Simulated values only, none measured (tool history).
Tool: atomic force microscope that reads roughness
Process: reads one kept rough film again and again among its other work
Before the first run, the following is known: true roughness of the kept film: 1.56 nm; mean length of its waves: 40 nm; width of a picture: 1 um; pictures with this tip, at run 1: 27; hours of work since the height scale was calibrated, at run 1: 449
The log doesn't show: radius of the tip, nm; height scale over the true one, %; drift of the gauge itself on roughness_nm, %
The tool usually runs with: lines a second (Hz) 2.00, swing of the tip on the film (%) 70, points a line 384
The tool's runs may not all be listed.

| run | hour | lines a second (Hz) | swing of the tip on the film (%) | points a line | pictures with this tip | hours of work since the height scale was calibrated | roughness of the kept film (nm (root mean square)) |
|---|---|---|---|---|---|---|---|
| 1 | 0.0 | 2.00 | 70 | 384 | 27 | 449 | 1.410 |
| 2 | 14.9 | 2.00 | 76 | 384 | 44 | 459 | 1.391 |
| 3 | 41.9 | 2.00 | 76 | 384 | 75 | 476 | 1.380 |
| 4 | 62.9 | 2.00 | 76 | 384 | 98 | 490 | 1.372 |
| 5 | 85.7 | 2.00 | 70 | 384 | 124 | 505 | 1.397 |
| 6 | 103.6 | 2.00 | 70 | 384 | 144 | 517 | 1.389 |
| 7 | 129.5 | 2.00 | 70 | 384 | 174 | 534 | 1.394 |
| 8 | 159.5 | 2.00 | 70 | 732 | 208 | 553 | 1.386 |
| 9 | 188.1 | 2.00 | 70 | 732 | 240 | 572 | 1.379 |
| 10 | 209.8 | 2.00 | 70 | 732 | 265 | 586 | 1.375 |
| 11 | 238.7 | 2.00 | 70 | 384 | 297 | 605 | 1.362 |
| 12 | 257.9 | 2.18 | 70 | 384 | 319 | 618 | 1.354 |
| 13 | 284.9 | 2.18 | 70 | 384 | 350 | 636 | 1.347 |
|  | 290.4 | new tip fitted |
| 14 | 315.3 | 0.85 | 70 | 384 | 29 | 655 | 1.450 |
| 15 | 333.4 | 2.00 | 70 | 384 | 49 | 667 | 1.406 |
| 16 | 363.1 | 2.00 | 82 | 384 | 83 | 686 | 1.350 |
| 17 | 391.9 | 2.00 | 82 | 384 | 115 | 705 | 1.333 |
| 18 | 414.9 | 3.60 | 70 | 384 | 141 | 720 | 1.340 |
| 19 | 436.0 | 3.60 | 70 | 384 | 165 | 734 | 1.333 |
| 20 | 462.7 | 3.60 | 70 | 384 | 195 | 752 | 1.325 |
| 21 | 488.8 | 3.60 | 70 | 384 | 225 | 769 | 1.329 |
| 22 | 512.8 | 2.00 | 70 | 384 | 252 | 785 | 1.368 |
| 23 | 542.3 | 1.30 | 87 | 879 | 285 | 804 | 1.322 |
| 24 | 567.1 | 1.30 | 87 | 879 | 314 | 820 | 1.332 |
| 25 | 587.1 | 1.30 | 87 | 879 | 336 | 833 | 1.321 |
| 26 | 602.5 | 1.30 | 87 | 879 | 354 | 843 | 1.314 |
|  | 604.7 | new tip fitted |
| 27 | 619.2 | 1.28 | 71 | 384 | 16 | 854 | 1.434 |
| 28 | 639.7 | 2.00 | 58 | 384 | 39 | 867 | 1.444 |
| 29 | 656.6 | 1.36 | 89 | 349 | 58 | 879 | 1.353 |
| 30 | 684.5 | 0.82 | 57 | 384 | 90 | 897 | 1.452 |
| 31 | 707.2 | 0.82 | 74 | 524 | 116 | 912 | 1.427 |
|  | 710.8 | height scale calibrated on a step standard |
| 32 | 732.2 | 0.82 | 74 | 524 | 143 | 14 | 1.420 |
| 33 | 754.8 | 2.24 | 70 | 487 | 168 | 29 | 1.378 |
| 34 | 780.7 | 2.24 | 83 | 563 | 198 | 46 | 1.301 |
| 35 | 805.8 | 2.00 | 65 | 308 | 226 | 62 | 1.385 |
| 36 | 822.6 | 2.00 | 65 | 308 | 245 | 73 | 1.381 |
| 37 | 849.3 | 2.00 | 65 | 308 | 275 | 91 | 1.383 |
|  | 864.1 | height scale calibrated on a step standard, once more |
| 38 | 881.7 | 2.00 | 65 | 308 | 311 | 12 | 1.380 |
| 39 | 898.3 | 2.00 | 65 | 308 | 330 | 22 | 1.377 |
| 40 | 920.0 | 2.00 | 70 | 942 | 354 | 37 | 1.368 |
|  | 922.6 | new tip fitted |
| 41 | 940.8 | 1.70 | 56 | 1016 | 20 | 50 | 1.471 |
| 42 | 971.5 | 2.00 | 64 | 720 | 55 | 70 | 1.435 |
| 43 | 988.3 | 0.93 | 70 | 486 | 74 | 81 | 1.444 |
| 44 | 1013.3 | 0.93 | 70 | 486 | 102 | 97 | 1.445 |

Each row is a separate what-if for the run after 44, all from the same tool condition, not one after another. Results?
| A | 1038.2 | 1.17 | 66 | 642 | 130 | 114 | ? |
| B | 1038.2 | 0.69 | 77 | 486 | 130 | 114 | ? |
| C | 1038.2 | 0.55 | 81 | 447 | 130 | 114 | ? |
| D | 1038.2 | 1.51 | 72 | 384 | 130 | 114 | ? |

| run | roughness of the kept film (nm (root mean square)) |
|---|---|
| A | 1.437 |
| B | 1.431 |
| C | 1.434 |
| D | 1.412 |
The same runs, with their run-to-run variation unchanged, on a tool lacking any hidden condition would have given:
| run | roughness of the kept film (nm (root mean square)) |
|---|---|
| A | 1.464 |
| B | 1.458 |
| C | 1.461 |
| D | 1.438 |

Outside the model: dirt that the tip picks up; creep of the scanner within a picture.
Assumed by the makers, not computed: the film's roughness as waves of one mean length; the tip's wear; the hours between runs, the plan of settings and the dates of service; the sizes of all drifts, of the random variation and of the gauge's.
